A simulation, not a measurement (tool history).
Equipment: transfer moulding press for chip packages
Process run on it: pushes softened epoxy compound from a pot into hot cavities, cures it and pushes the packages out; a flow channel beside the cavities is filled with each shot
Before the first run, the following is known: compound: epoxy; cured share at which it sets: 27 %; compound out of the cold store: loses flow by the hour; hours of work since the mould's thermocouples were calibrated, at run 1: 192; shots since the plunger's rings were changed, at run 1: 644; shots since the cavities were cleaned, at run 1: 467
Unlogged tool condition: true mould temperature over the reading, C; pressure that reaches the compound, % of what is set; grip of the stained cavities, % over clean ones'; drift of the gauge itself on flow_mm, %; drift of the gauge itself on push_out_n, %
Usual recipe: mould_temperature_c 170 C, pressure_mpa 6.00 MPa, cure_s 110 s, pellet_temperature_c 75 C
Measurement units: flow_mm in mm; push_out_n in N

run     day  mould_temperature_c  pressure_mpa  cure_s  pellet_temperature_c  hours of work since the mould's thermocouples were calibrated  shots since the plunger's rings were changed  shots since the cavities were cleaned  incoming compound's hours out of the cold store  flow_mm  push_out_n
  1   0.000                  170          6.00     110                    75                                                            192                                           644                                    467                                             33.0      907         466
  2   0.854                  170          6.00     110                    75                                                            205                                           841                                    664                                             11.2      979         513
      1.154  -- cavities cleaned with cleaning compound and waxed
  3   1.871                  170          6.00     138                    75                                                            218                                          1061                                    165                                             46.5      869         352
  4   3.633                  170          6.00     138                    75                                                            243                                          1468                                    572                                              8.2      984         454
      4.342  -- cavities cleaned with cleaning compound and waxed
  5   5.654                  170          6.00     138                    75                                                            271                                          1920                                    303                                             19.5      945         401
  6   7.367                  170          6.00     138                    75                                                            295                                          2315                                    698                                             45.7      851         479
      7.550  -- cavities cleaned with cleaning compound and waxed
  7   8.725                  170          6.00     138                    75                                                            314                                          2614                                    271                                             20.1      941         418
  8   9.592                  170          6.00     110                    75                                                            326                                          2814                                    471                                             36.5      873         484
     10.704  -- cavities cleaned with cleaning compound and waxed
  9  10.704                  170          6.00     110                    75                                                            341                                          3056                                      0                                             43.9      849         310
 10  12.088                  170          6.00     110                    75                                                            361                                          3376                                    320                                             13.7      940         442
 11  13.592                  170          6.00     110                    75                                                            382                                          3723                                    667                                             15.9      935         520
     13.954  -- cavities cleaned with cleaning compound and waxed
 12  15.421                  170          6.00     110                    75                                                            407                                          4131                                    339                                             42.5      842         409
     15.954  -- mould's thermocouples calibrated
 13  16.438                  170          5.50     110                    75                                                              7                                          4347                                    555                                             10.6      894         494
     16.888  -- plunger's sealing rings changed
     17.338  -- cavities cleaned with cleaning compound and waxed
 14  17.971                  170          6.00     110                    81                                                             26                                           235                                    146                                             25.0      929         397
 15  19.862                  170          6.00     110                    81                                                             53                                           672                                    583                                             45.1      864         515
     20.500  -- cavities cleaned with cleaning compound and waxed
 16  21.512                  170          6.00     110                    81                                                             76                                          1038                                    234                                             11.4      971         418
 17  22.333                  164          6.09     146                    66                                                             88                                          1228                                    424                                             12.4     1016         459
     23.650  -- cavities cleaned with cleaning compound and waxed
 18  24.012                  164          6.09     148                    66                                                            110                                          1600                                     84                                             23.3      964         357
 19  25.350                  174          6.74     110                    75                                                            130                                          1910                                    394                                             15.1      991         425
     26.862  -- cavities cleaned with cleaning compound and waxed
 20  27.333                  165          6.00      95                    75                                                            157                                          2353                                    109                                             25.4      928         587
 21  28.746                  165          6.07     125                    82                                                            177                                          2679                                    435                                             31.7      912         491
 22  29.625                  165          5.74     135                    82                                                            189                                          2881                                    637                                             14.3      946         527
     30.108  -- cavities cleaned with cleaning compound and waxed
 23  31.033                  175          6.00     110                    65                                                            209                                          3192                                    213                                             13.0      930         390

Forecast run 24:
 24  32.804                  175          6.00      95                    71                                                            234                                          3601                                    622                                             22.7        ?           ?

flow_mm: 890 mm
push_out_n: 513 N
With the hidden condition absent and the run-to-run variation left alone, this run would have shown flow_mm 931 mm, push_out_n 322 N.

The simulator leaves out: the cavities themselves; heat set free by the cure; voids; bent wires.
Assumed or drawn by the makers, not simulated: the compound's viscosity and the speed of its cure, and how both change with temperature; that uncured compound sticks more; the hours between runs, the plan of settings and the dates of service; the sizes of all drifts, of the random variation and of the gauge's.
